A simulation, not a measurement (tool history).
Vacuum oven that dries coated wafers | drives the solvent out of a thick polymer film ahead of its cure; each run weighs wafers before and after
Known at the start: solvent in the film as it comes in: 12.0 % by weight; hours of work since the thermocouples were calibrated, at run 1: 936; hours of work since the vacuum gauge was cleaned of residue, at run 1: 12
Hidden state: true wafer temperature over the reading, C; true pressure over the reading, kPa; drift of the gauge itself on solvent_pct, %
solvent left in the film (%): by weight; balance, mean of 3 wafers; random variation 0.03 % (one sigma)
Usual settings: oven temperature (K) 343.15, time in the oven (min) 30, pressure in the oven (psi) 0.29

run,hour,oven temperature (K),time in the oven (min),pressure in the oven (psi),hours of work since the thermocouples were calibrated,hours of work since the vacuum gauge was cleaned of residue,solvent left in the film (%)
1,0,343.15,30,0.29,936,12,3.27
2,53.6,343.15,30,0.583,977,53,4.63
3,101.7,343.15,30,0.583,1014,89,4.56
4,144,343.15,30,0.583,1046,121,4.61
5,174.9,343.15,30,0.583,1070,145,4.68
6,199.1,343.15,30,0.583,1088,163,4.67
7,222.7,343.15,30,0.29,1106,181,3.25
8,269.8,343.15,30,0.29,1142,217,3.25
9,300,343.15,30,0.29,1165,240,3.25
10,331.8,343.15,30,0.29,1189,264,3.28
11,377.1,343.15,30,0.29,1223,299,3.27
12,422.8,343.15,33,0.29,1258,334,2.98
13,471.1,333.15,30,0.29,1295,370,6.18
14,501.9,333.15,30,0.29,1318,394,6.21
15,533.6,343.15,46,0.29,1343,418,2.28
16,590.1,343.15,30,0.29,1386,461,3.23
17,630.4,343.15,30,0.506,1416,492,4.24
18,674.5,343.15,30,0.506,1450,525,4.28
19,703,343.15,30,0.506,1472,547,4.26
20,751.9,334.15,30,0.29,1509,584,5.89
21,779.8,343.15,30,0.29,1530,605,3.26
22,836.3,343.15,30,0.29,1573,648,3.27
23,885.5,343.15,30,0.29,1611,686,3.26
24,923.6,343.15,30,0.29,1639,715,3.27
25,963.3,338.15,29,0.608,1670,745,6.38
26,994.1,338.15,29,0.608,1693,769,6.3
27,1022.1,332.15,47,0.822,1714,790,8.72
28,1061,353.15,22,0.325,1744,820,1.87
# hour 1088: oven's thermocouples calibrated
29,1088,343.15,52,0.883,0,839,5.34
30,1136.2,329.15,34,0.635,37,875,9.05
31,1187.6,329.15,34,0.635,76,914,9
32,1243.8,334.15,25,1.052,119,957,10.1
33,1276,332.15,18,0.29,143,982,7.69
34,1314.7,332.15,18,0.29,173,1011,7.73
35,1365.7,343.15,30,0.267,211,1050,3.14
36,1417,343.15,30,0.267,250,1089,3.14
37,1461.8,350.15,30,1.046,285,1123,4.73
38,1511.4,350.15,17,1.046,322,1161,5.69
39,1543.7,343.15,25,0.29,347,1185,3.78
40,1597.9,335.15,27,0.313,388,1227,6.04
41,1635.5,335.15,27,0.313,417,1255,6.01
42,1684.5,335.15,27,0.313,454,1293,6.06
43,1717.7,346.15,35,0.75,479,1318,4.27
44,1754.5,346.15,35,0.75,507,1346,4.28

4 ways to go on from here, each from the tool as it stands after run 44. What would each give?
A,1809.4,332.15,41,0.29,549,1388,?
B,1809.4,343.15,28,0.29,549,1388,?
C,1809.4,343.15,30,0.197,549,1388,?
D,1809.4,337.15,30,0.29,549,1388,?

run,solvent left in the film (%)
A,5.6
B,3.47
C,2.82
D,4.99
Without the tool's hidden state the same runs would have given:
run,solvent left in the film (%)
A,5.6
B,3.47
C,2.82
D,5

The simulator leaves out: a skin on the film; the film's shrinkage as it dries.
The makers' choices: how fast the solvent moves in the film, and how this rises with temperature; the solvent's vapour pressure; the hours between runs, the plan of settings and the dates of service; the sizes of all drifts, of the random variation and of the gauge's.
